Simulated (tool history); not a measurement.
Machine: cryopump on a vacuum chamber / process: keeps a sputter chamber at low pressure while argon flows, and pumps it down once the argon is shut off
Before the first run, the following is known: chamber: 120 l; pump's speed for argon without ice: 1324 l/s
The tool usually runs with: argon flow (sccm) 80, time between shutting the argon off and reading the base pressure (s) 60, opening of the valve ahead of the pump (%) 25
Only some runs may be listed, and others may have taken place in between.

run,hour,argon flow (sccm),time between shutting the argon off and reading the base pressure (s),opening of the valve ahead of the pump (%),pressure while argon flows (Pa),pressure after the wait (uPa)
1,0,80,60,25,0.4216,2.77
2,17.9,80,60,25,0.4178,2.78
3,41,80,60,25,0.42,2.76
4,58,80,60,25,0.4196,2.8
5,77.9,80,60,30,0.3517,2.77
6,111.7,80,60,30,0.3526,2.81
7,133.8,80,60,42,0.2563,2.81
8,156.9,58,60,25,0.3053,2.87
9,176.3,80,60,25,0.4219,2.87
10,214.8,142,212,25,0.7466,1.88
11,249.7,54,146,19,0.3756,2.11
12,279.4,38,97,25,0.2006,2.45
13,311,35,242,23,0.2013,1.9
14,340.5,35,242,23,0.2031,1.91
15,363.4,35,242,23,0.2031,1.92
16,405,81,24,16,0.6684,5.3
17,433.4,36,30,24,0.2027,4.61
18,464.7,51,60,32,0.2183,3.26

How would selected steps in pressure while argon flows (Pa) from run to run divide? Give the signed amount a tool lacking its hidden state would still show from settings, what came in and random variation, and the signed amount left for the hidden state, including any gauge scatter that is not in both of the compared results.
What the log doesn't record here: pump's speed, % of a pump's without ice; cold plate's temperature, K; leak into the chamber, uPa l/s; drift of the gauge itself on working_pa, %; drift of the gauge itself on base_upa, %.
Run 10 -> 11: argon flow (sccm) 142 -> 54, time between shutting the argon off and reading the base pressure (s) 212 -> 146, opening of the valve ahead of the pump (%) 25 -> 19. pressure while argon flows (Pa) -0.371: hidden state -0.0163, all else -0.3547.
Run 16 -> 17: argon flow (sccm) 81 -> 36, time between shutting the argon off and reading the base pressure (s) 24 -> 30, opening of the valve ahead of the pump (%) 16 -> 24. pressure while argon flows (Pa) -0.4657: hidden state -0.0118, all else -0.4539.

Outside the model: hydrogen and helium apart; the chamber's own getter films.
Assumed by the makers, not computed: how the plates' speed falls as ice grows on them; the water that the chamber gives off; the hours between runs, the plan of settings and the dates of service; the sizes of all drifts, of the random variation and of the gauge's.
